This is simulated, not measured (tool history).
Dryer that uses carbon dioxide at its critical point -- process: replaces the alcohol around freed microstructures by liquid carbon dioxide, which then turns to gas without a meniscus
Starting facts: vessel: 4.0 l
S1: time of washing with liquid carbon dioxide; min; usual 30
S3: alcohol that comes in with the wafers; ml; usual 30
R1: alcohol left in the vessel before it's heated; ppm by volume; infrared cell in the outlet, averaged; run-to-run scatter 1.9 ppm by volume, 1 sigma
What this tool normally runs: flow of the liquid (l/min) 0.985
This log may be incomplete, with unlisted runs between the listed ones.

run 1 day=0.000 | S1=30 flow_of_the_liquid_(l/min)=0.985 S3=30 | R1=53
run 2 day=0.458 | S1=42 flow_of_the_liquid_(l/min)=0.985 S3=30 | R1=21
run 3 day=0.917 | S1=47 flow_of_the_liquid_(l/min)=0.985 S3=30 | R1=16
run 4 day=1.558 | S1=47 flow_of_the_liquid_(l/min)=0.985 S3=53 | R1=23
run 5 day=2.067 | S1=19 flow_of_the_liquid_(l/min)=0.985 S3=30 | R1=279
run 6 day=2.417 | S1=19 flow_of_the_liquid_(l/min)=0.985 S3=30 | R1=279
run 7 day=2.800 | S1=29 flow_of_the_liquid_(l/min)=0.985 S3=30 | R1=64
run 8 day=3.317 | S1=30 flow_of_the_liquid_(l/min)=0.879 S3=30 | R1=85
run 9 day=3.662 | S1=30 flow_of_the_liquid_(l/min)=0.879 S3=30 | R1=83
run 10 day=4.254 | S1=30 flow_of_the_liquid_(l/min)=0.879 S3=30 | R1=84
run 11 day=4.788 | S1=30 flow_of_the_liquid_(l/min)=0.985 S3=30 | R1=56
run 12 day=5.212 | S1=30 flow_of_the_liquid_(l/min)=0.985 S3=30 | R1=55
run 13 day=5.621 | S1=30 flow_of_the_liquid_(l/min)=0.985 S3=30 | R1=60
run 14 day=6.242 | S1=30 flow_of_the_liquid_(l/min)=0.985 S3=30 | R1=59
run 15 day=6.579 | S1=30 flow_of_the_liquid_(l/min)=0.985 S3=30 | R1=59
run 16 day=6.908 | S1=30 flow_of_the_liquid_(l/min)=0.985 S3=30 | R1=59
-- day=7.221 inlet filter changed
run 17 day=7.521 | S1=30 flow_of_the_liquid_(l/min)=1.048 S3=30 | R1=43
run 18 day=8.104 | S1=34 flow_of_the_liquid_(l/min)=1.048 S3=30 | R1=30
run 19 day=8.575 | S1=30 flow_of_the_liquid_(l/min)=0.678 S3=30 | R1=185
run 20 day=8.967 | S1=30 flow_of_the_liquid_(l/min)=0.678 S3=30 | R1=179
run 21 day=9.538 | S1=30 flow_of_the_liquid_(l/min)=0.985 S3=30 | R1=54
run 22 day=10.058 | S1=43 flow_of_the_liquid_(l/min)=0.985 S3=31 | R1=28
run 23 day=10.450 | S1=43 flow_of_the_liquid_(l/min)=0.985 S3=31 | R1=25
run 24 day=10.854 | S1=43 flow_of_the_liquid_(l/min)=0.985 S3=31 | R1=26
run 25 day=11.342 | S1=43 flow_of_the_liquid_(l/min)=0.985 S3=58 | R1=31
run 26 day=11.692 | S1=29 flow_of_the_liquid_(l/min)=0.985 S3=30 | R1=61
run 27 day=12.121 | S1=24 flow_of_the_liquid_(l/min)=1.473 S3=49 | R1=44
run 28 day=12.408 | S1=18 flow_of_the_liquid_(l/min)=0.985 S3=31 | R1=322
run 29 day=12.921 | S1=47 flow_of_the_liquid_(l/min)=1.113 S3=31 | R1=27
run 30 day=13.550 | S1=47 flow_of_the_liquid_(l/min)=1.113 S3=31 | R1=24
run 31 day=13.933 | S1=47 flow_of_the_liquid_(l/min)=1.113 S3=31 | R1=24
run 32 day=14.446 | S1=47 flow_of_the_liquid_(l/min)=1.113 S3=31 | R1=26
run 33 day=14.783 | S1=25 flow_of_the_liquid_(l/min)=1.201 S3=23 | R1=50
run 34 day=15.229 | S1=25 flow_of_the_liquid_(l/min)=1.201 S3=23 | R1=52
run 35 day=15.704 | S1=25 flow_of_the_liquid_(l/min)=1.201 S3=23 | R1=49
run 36 day=16.038 | S1=30 flow_of_the_liquid_(l/min)=1.392 S3=71 | R1=40
run 37 day=16.379 | S1=30 flow_of_the_liquid_(l/min)=1.392 S3=71 | R1=36
run 38 day=16.933 | S1=31 flow_of_the_liquid_(l/min)=1.164 S3=22 | R1=33
run 39 day=17.354 | S1=30 flow_of_the_liquid_(l/min)=1.444 S3=24 | R1=30
run 40 day=17.842 | S1=30 flow_of_the_liquid_(l/min)=1.444 S3=24 | R1=29
run 41 day=18.250 | S1=37 flow_of_the_liquid_(l/min)=1.562 S3=41 | R1=26

What if the next run were any one of these 3? Each begins from the tool's condition after run 41:
run A day=18.829 | S1=44 flow_of_the_liquid_(l/min)=1.562 S3=41 | R1=?
run B day=18.829 | S1=33 flow_of_the_liquid_(l/min)=0.985 S3=30 | R1=?
run C day=18.829 | S1=37 flow_of_the_liquid_(l/min)=1.562 S3=81 | R1=?

run=A R1=26
run=B R1=49
run=C R1=30
The same runs, with their run-to-run variation unchanged, on a tool lacking any hidden condition would have given:
run=A R1=4
run=B R1=23
run=C R1=8
